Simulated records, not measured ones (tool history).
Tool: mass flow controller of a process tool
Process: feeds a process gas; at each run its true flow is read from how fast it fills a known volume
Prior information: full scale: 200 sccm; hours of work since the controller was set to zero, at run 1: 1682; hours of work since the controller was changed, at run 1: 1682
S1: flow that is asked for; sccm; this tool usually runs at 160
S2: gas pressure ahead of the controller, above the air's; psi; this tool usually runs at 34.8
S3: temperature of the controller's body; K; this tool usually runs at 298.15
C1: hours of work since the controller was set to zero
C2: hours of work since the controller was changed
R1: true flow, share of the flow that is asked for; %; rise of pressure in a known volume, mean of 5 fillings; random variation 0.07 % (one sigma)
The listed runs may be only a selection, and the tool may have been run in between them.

run	hour	S1	S2	S3	C1	C2	R1
1	0	160	34.8	298.15	1682	1682	99.02
2	53.8	160	34.8	298.15	1703	1703	99.1
3	125.3	160	34.8	298.15	1732	1732	99.15
4	223.2	160	34.8	298.15	1770	1770	99.05
5	306	160	34.8	298.15	1803	1803	98.99
6	433.5	160	34.8	298.15	1854	1854	98.98
7	545.6	160	34.8	298.15	1898	1898	99.03
8	622.7	160	34.8	298.15	1928	1928	99.17
9	686	160	34.8	298.15	1954	1954	99.14
10	794.3	160	34.8	298.15	1996	1996	99.15
11	885.9	160	34.8	298.15	2033	2033	99.15
12	978.6	160	23.2	298.15	2069	2069	99.7
13	1072.5	160	23.2	298.15	2106	2106	99.7
14	1183.4	24	23.2	298.15	2150	2150	94.15
15	1259.6	160	36.4	298.15	2181	2181	99.14
16	1327.8	160	36.4	301.15	2208	2208	98.8
17	1432.1	185	21.5	310.15	2249	2249	99.78
18	1501.7	185	21.5	310.15	2276	2276	99.72
19	1556.1	34	26.7	310.15	2298	2298	94.72
20	1631.9	189	24.8	312.15	2328	2328	99.54
21	1727.8	189	24.8	312.15	2366	2366	99.47
22	1824.7	160	33.5	298.15	2404	2404	99.18
23	1907	122	34.8	308.15	2437	2437	97.9
24	2034.3	157	25.2	311.15	2487	2487	98.76
25	2087.2	157	25.2	311.15	2508	2508	98.86
26	2191.9	23	25.1	298.15	2550	2550	93.6
27	2289.5	23	25.1	298.15	2588	2588	93.45
28	2407.2	89	20.9	310.15	2635	2635	97.46
29	2494.7	89	20.9	310.15	2669	2669	97.54
30	2618	89	20.9	310.15	2718	2718	97.48
31	2697.3	135	37	310.15	2750	2750	97.97

Measured less the same run without the tool's hidden state. The same run-to-run variation is in both; the gauge's scatter may not be:
Hidden state at play: flow at rest that the sensor doesn't see, % of full scale; true flow over the shown one, %; drift of the gauge itself on true_pct, %.
run	R1
1	+0.01
2	+0.01
3	+0.02
4	+0.02
5	+0.02
6	+0.03
7	+0.03
8	+0.04
9	+0.04
10	+0.05
11	+0.05
12	+0.06
13	+0.06
14	-3.12
15	+0.07
16	+0.07
17	+0.16
18	+0.16
19	-2.12
20	+0.18
21	+0.18
22	+0.09
23	-0.1
24	+0.09
25	+0.09
26	-3.75
27	-3.78
28	-0.41
29	-0.42
30	-0.42
31	+0
